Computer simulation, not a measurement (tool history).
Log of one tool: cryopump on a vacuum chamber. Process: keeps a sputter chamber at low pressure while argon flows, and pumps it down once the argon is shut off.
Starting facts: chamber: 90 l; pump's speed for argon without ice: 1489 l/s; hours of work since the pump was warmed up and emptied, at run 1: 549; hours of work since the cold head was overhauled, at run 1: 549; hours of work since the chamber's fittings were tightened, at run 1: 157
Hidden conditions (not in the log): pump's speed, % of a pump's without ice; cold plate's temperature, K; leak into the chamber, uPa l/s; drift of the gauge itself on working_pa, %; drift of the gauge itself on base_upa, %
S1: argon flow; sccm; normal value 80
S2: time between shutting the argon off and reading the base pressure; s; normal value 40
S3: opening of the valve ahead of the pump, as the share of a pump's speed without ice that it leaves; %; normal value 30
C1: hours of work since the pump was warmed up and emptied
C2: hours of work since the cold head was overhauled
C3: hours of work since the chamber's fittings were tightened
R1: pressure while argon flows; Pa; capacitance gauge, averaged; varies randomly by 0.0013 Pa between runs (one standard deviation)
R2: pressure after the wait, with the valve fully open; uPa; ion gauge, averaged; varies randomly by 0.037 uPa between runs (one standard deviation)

| run | hour | S1 | S2 | S3 | C1 | C2 | C3 | R1 | R2 |
|---|---|---|---|---|---|---|---|---|---|
| 1 | 0.0 | 80 | 40 | 30 | 549 | 549 | 157 | 0.3213 | 2.23 |
| 2 | 78.1 | 80 | 40 | 32 | 600 | 600 | 209 | 0.3034 | 2.27 |
| 3 | 163.8 | 80 | 40 | 32 | 657 | 657 | 265 | 0.3056 | 2.29 |
| 4 | 254.4 | 80 | 40 | 30 | 717 | 717 | 325 | 0.3293 | 2.41 |
| 5 | 327.0 | 80 | 40 | 30 | 764 | 764 | 373 | 0.3288 | 2.51 |
| 6 | 398.4 | 80 | 40 | 30 | 812 | 812 | 420 | 0.3327 | 2.41 |
| 7 | 443.3 | 80 | 40 | 30 | 841 | 841 | 450 | 0.3328 | 2.46 |
| 8 | 504.5 | 80 | 40 | 46 | 881 | 881 | 490 | 0.2311 | 2.50 |
| 9 | 555.9 | 69 | 40 | 15 | 915 | 915 | 524 | 0.5504 | 2.57 |
|  | 579.4 | pump warmed up, emptied and cooled again |
| 10 | 623.2 | 80 | 109 | 42 | 29 | 956 | 565 | 0.2186 | 1.22 |
| 11 | 661.6 | 46 | 109 | 42 | 54 | 982 | 590 | 0.1251 | 1.28 |
| 12 | 750.8 | 78 | 102 | 23 | 113 | 1040 | 649 | 0.3889 | 1.35 |
| 13 | 804.5 | 78 | 102 | 23 | 148 | 1076 | 684 | 0.3890 | 1.37 |
| 14 | 892.6 | 78 | 102 | 23 | 206 | 1134 | 742 | 0.3897 | 1.42 |
| 15 | 937.4 | 80 | 40 | 27 | 236 | 1163 | 772 | 0.3455 | 2.61 |

Forecast each of these 4 alternatives for the next run:
| A | 999.8 | 118 | 59 | 30 | 277 | 1205 | 813 | ? | ? |
| B | 999.8 | 39 | 40 | 30 | 277 | 1205 | 813 | ? | ? |
| C | 999.8 | 54 | 115 | 44 | 277 | 1205 | 813 | ? | ? |
| D | 999.8 | 56 | 21 | 30 | 277 | 1205 | 813 | ? | ? |

| run | R1 | R2 |
|---|---|---|
| A | 0.4610 | 2.01 |
| B | 0.1523 | 2.59 |
| C | 0.1442 | 1.39 |
| D | 0.2166 | 4.31 |
With the hidden condition removed and each run's random variation left untouched, the same runs would have given:
| run | R1 | R2 |
|---|---|---|
| A | 0.4470 | 1.46 |
| B | 0.1477 | 2.04 |
| C | 0.1378 | 0.84 |
| D | 0.2100 | 3.76 |
